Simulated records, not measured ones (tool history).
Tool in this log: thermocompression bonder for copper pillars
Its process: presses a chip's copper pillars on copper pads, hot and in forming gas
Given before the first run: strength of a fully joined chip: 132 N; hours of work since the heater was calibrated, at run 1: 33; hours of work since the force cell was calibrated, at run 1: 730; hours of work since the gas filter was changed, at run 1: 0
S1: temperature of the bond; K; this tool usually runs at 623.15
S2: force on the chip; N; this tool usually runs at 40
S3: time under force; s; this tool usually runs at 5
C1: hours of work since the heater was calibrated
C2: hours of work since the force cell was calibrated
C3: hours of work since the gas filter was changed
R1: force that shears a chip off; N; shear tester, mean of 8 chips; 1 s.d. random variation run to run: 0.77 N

{"run": 1, "hour": 0.0, "S1": 623.15, "S2": 40, "S3": 5, "C1": 33, "C2": 730, "C3": 0, "R1": 59.2}
{"run": 2, "hour": 62.6, "S1": 623.15, "S2": 40, "S3": 8, "C1": 61, "C2": 757, "C3": 27, "R1": 67.9}
{"run": 3, "hour": 98.3, "S1": 623.15, "S2": 40, "S3": 8, "C1": 76, "C2": 773, "C3": 43, "R1": 68.4}
{"run": 4, "hour": 148.4, "S1": 615.15, "S2": 40, "S3": 5, "C1": 98, "C2": 794, "C3": 65, "R1": 55.4}
{"run": 5, "hour": 193.4, "S1": 615.15, "S2": 40, "S3": 4, "C1": 118, "C2": 814, "C3": 84, "R1": 50.4}
{"run": 6, "hour": 250.7, "S1": 615.15, "S2": 26, "S3": 4, "C1": 143, "C2": 839, "C3": 109, "R1": 37.9}
{"run": 7, "hour": 316.4, "S1": 623.15, "S2": 40, "S3": 5, "C1": 171, "C2": 868, "C3": 138, "R1": 57.8}
{"run": 8, "hour": 357.4, "S1": 623.15, "S2": 40, "S3": 5, "C1": 189, "C2": 885, "C3": 156, "R1": 57.6}
{"run": 9, "hour": 415.4, "S1": 623.15, "S2": 40, "S3": 5, "C1": 214, "C2": 911, "C3": 181, "R1": 58.4}
{"run": 10, "hour": 484.7, "S1": 623.15, "S2": 40, "S3": 5, "C1": 244, "C2": 941, "C3": 211, "R1": 58.6}
{"hour": 506.9, "done": "forming gas filter changed"}
{"run": 11, "hour": 551.7, "S1": 623.15, "S2": 40, "S3": 5, "C1": 273, "C2": 970, "C3": 20, "R1": 57.0}
{"run": 12, "hour": 608.5, "S1": 623.15, "S2": 31, "S3": 5, "C1": 298, "C2": 995, "C3": 44, "R1": 50.6}
{"run": 13, "hour": 674.1, "S1": 623.15, "S2": 40, "S3": 5, "C1": 327, "C2": 1023, "C3": 73, "R1": 58.2}
{"run": 14, "hour": 725.2, "S1": 650.15, "S2": 27, "S3": 4, "C1": 349, "C2": 1045, "C3": 95, "R1": 50.0}
{"run": 15, "hour": 760.6, "S1": 641.15, "S2": 40, "S3": 5, "C1": 364, "C2": 1061, "C3": 111, "R1": 66.5}
{"run": 16, "hour": 791.6, "S1": 641.15, "S2": 40, "S3": 3, "C1": 378, "C2": 1074, "C3": 124, "R1": 54.7}
{"run": 17, "hour": 846.4, "S1": 625.15, "S2": 32, "S3": 4, "C1": 402, "C2": 1098, "C3": 148, "R1": 46.1}
{"run": 18, "hour": 920.8, "S1": 595.15, "S2": 40, "S3": 4, "C1": 434, "C2": 1131, "C3": 180, "R1": 41.6}
{"run": 19, "hour": 965.7, "S1": 600.15, "S2": 40, "S3": 6, "C1": 454, "C2": 1150, "C3": 200, "R1": 50.2}
{"hour": 1012.2, "done": "forming gas filter changed"}
{"run": 20, "hour": 1020.8, "S1": 623.15, "S2": 58, "S3": 5, "C1": 478, "C2": 1174, "C3": 4, "R1": 71.4}
{"run": 21, "hour": 1078.9, "S1": 623.15, "S2": 31, "S3": 5, "C1": 503, "C2": 1199, "C3": 29, "R1": 49.0}
{"run": 22, "hour": 1149.7, "S1": 623.15, "S2": 31, "S3": 3, "C1": 534, "C2": 1230, "C3": 60, "R1": 40.1}
{"run": 23, "hour": 1200.3, "S1": 623.15, "S2": 31, "S3": 3, "C1": 556, "C2": 1252, "C3": 82, "R1": 41.0}
{"run": 24, "hour": 1238.6, "S1": 623.15, "S2": 31, "S3": 3, "C1": 572, "C2": 1269, "C3": 99, "R1": 40.2}
{"run": 25, "hour": 1287.0, "S1": 645.15, "S2": 53, "S3": 7, "C1": 594, "C2": 1290, "C3": 120, "R1": 86.1}
{"run": 26, "hour": 1322.3, "S1": 645.15, "S2": 53, "S3": 7, "C1": 609, "C2": 1305, "C3": 135, "R1": 85.4}

5 ways to go on from here, each from the tool as it stands after run 26. What would each give?
{"run": "A", "hour": 1364.8, "S1": 627.15, "S2": 53, "S3": 7, "C1": 627, "C2": 1324, "C3": 154, "R1": "?"}
{"run": "B", "hour": 1364.8, "S1": 623.15, "S2": 51, "S3": 5, "C1": 627, "C2": 1324, "C3": 154, "R1": "?"}
{"run": "C", "hour": 1364.8, "S1": 645.15, "S2": 40, "S3": 7, "C1": 627, "C2": 1324, "C3": 154, "R1": "?"}
{"run": "D", "hour": 1364.8, "S1": 598.15, "S2": 41, "S3": 6, "C1": 627, "C2": 1324, "C3": 154, "R1": "?"}
{"run": "E", "hour": 1364.8, "S1": 623.15, "S2": 31, "S3": 13, "C1": 627, "C2": 1324, "C3": 154, "R1": "?"}

run=A R1=78.1
run=B R1=66.6
run=C R1=75.4
run=D R1=52.4
run=E R1=69.8
Had the tool no hidden state, the same runs would have come out as:
run=A R1=78.5
run=B R1=66.9
run=C R1=75.8
run=D R1=52.7
run=E R1=70.1

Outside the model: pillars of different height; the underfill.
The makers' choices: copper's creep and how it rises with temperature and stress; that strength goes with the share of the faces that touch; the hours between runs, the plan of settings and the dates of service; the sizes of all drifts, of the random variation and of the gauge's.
